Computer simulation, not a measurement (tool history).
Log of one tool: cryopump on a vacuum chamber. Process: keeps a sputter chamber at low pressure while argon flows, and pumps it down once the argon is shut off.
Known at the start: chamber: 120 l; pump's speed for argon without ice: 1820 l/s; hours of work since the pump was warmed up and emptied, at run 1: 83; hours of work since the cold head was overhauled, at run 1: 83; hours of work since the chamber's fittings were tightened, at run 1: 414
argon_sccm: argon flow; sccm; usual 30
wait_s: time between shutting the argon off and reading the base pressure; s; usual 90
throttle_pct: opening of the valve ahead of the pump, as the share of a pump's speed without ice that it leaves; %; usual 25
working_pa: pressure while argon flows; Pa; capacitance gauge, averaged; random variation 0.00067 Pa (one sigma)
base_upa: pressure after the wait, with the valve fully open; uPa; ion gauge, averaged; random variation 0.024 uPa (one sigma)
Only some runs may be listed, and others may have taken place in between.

run	hour	argon_sccm	wait_s	throttle_pct	hours of work since the pump was warmed up and emptied	hours of work since the cold head was overhauled	hours of work since the chamber's fittings were tightened	working_pa	base_upa
1	0.0	30	90	25	83	83	414	0.1116	0.92
2	17.1	30	90	25	92	92	423	0.1108	0.95
3	39.2	30	90	25	103	103	435	0.1120	0.96
4	50.1	30	90	25	109	109	441	0.1131	0.95
5	66.4	30	90	25	117	117	449	0.1106	0.94
6	83.4	19	90	25	126	126	458	0.0713	0.93
7	93.5	30	270	25	132	132	463	0.1126	0.48
8	116.3	30	90	25	144	144	475	0.1128	0.93
9	137.1	30	48	25	155	155	486	0.1108	1.57
10	153.1	30	48	25	163	163	495	0.1125	1.58
11	169.1	20	90	25	171	171	503	0.0747	0.99
12	187.5	30	53	25	181	181	513	0.1122	1.45
13	208.2	30	90	25	192	192	524	0.1127	1.01
14	224.7	30	90	25	201	201	532	0.1121	0.94
15	249.4	41	90	25	214	214	545	0.1525	0.99
16	260.3	41	90	25	219	219	551	0.1551	0.97
17	281.6	41	90	25	231	231	562	0.1548	0.96
18	303.4	41	90	25	242	242	574	0.1540	0.95
19	319.5	44	210	28	251	251	582	0.1473	0.57

The next listed run, before its measurement:
20	335.5	44	210	24	259	259	591	?	?

{"run 20": {"working_pa": 0.1738, "base_upa": 0.54}}
Were there no unlogged condition in the tool, this run, its random variation unchanged, would have produced working_pa 0.1716 Pa, base_upa 0.44 uPa.
